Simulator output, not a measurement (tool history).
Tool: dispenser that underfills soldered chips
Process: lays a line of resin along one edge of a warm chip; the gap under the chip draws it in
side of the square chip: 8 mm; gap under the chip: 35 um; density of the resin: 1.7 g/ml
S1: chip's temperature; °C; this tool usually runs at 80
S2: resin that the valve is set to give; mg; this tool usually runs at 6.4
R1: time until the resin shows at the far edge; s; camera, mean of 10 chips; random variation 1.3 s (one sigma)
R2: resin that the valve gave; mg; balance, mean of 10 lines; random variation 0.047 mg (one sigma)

Run 1, hour 0: usual settings. Result: R1 132.9 s, R2 6.19 mg.
Run 2, hour 7.1: usual settings. Result: R1 155 s, R2 6.32 mg.
At hour 10.3: new syringe of resin.
Run 3, hour 17: usual settings but S2 5.66 mg. Result: R1 149.4 s, R2 5.61 mg.
At hour 24.2: new syringe of resin.
Run 4, hour 26.7: usual settings but S2 5.66 mg. Result: R1 132.7 s, R2 5.51 mg.
Run 5, hour 32.4: usual settings but S2 5.66 mg. Result: R1 151.7 s, R2 5.49 mg.
At hour 38.5: new syringe of resin.
Run 6, hour 40.1: usual settings but S2 5.66 mg. Result: R1 133.6 s, R2 5.4 mg.
Run 7, hour 48: usual settings but S2 5.66 mg. Result: R1 157.3 s, R2 5.43 mg.
At hour 52.7: new syringe of resin.
Run 8, hour 57.4: usual settings but S2 5.66 mg. Result: R1 142.3 s, R2 5.43 mg.
At hour 66.9: new syringe of resin.
Run 9, hour 67.5: usual settings but S1 79 °C, S2 7.96 mg. Result: R1 131.1 s, R2 7.59 mg.
Run 10, hour 72: usual settings but S1 79 °C, S2 7.96 mg. Result: R1 145.8 s, R2 7.62 mg.
At hour 80.7: new syringe of resin.
Run 11, hour 81.7: usual settings but S2 8.17 mg. Result: R1 124.9 s, R2 7.79 mg.
Run 12, hour 89.9: usual settings but S2 6.76 mg. Result: R1 149.8 s, R2 6.39 mg.
At hour 94.5: new syringe of resin.
Run 13, hour 100: usual settings but S1 95 °C, S2 6.72 mg. Result: R1 81.4 s, R2 6.38 mg.
Run 14, hour 104: usual settings but S2 5.71 mg. Result: R1 156.3 s, R2 5.41 mg.

What does the tool deliver on the next run?
At hour 108.2: new syringe of resin.
Run 15, hour 112.1: usual settings but S2 5.71 mg. Result: R1 ?, R2 ?.

{"run 15": {"R1": 140.7, "R2": 5.31}}
Without the tool's hidden state the same run would have given R1 121.7 s, R2 5.68 mg.
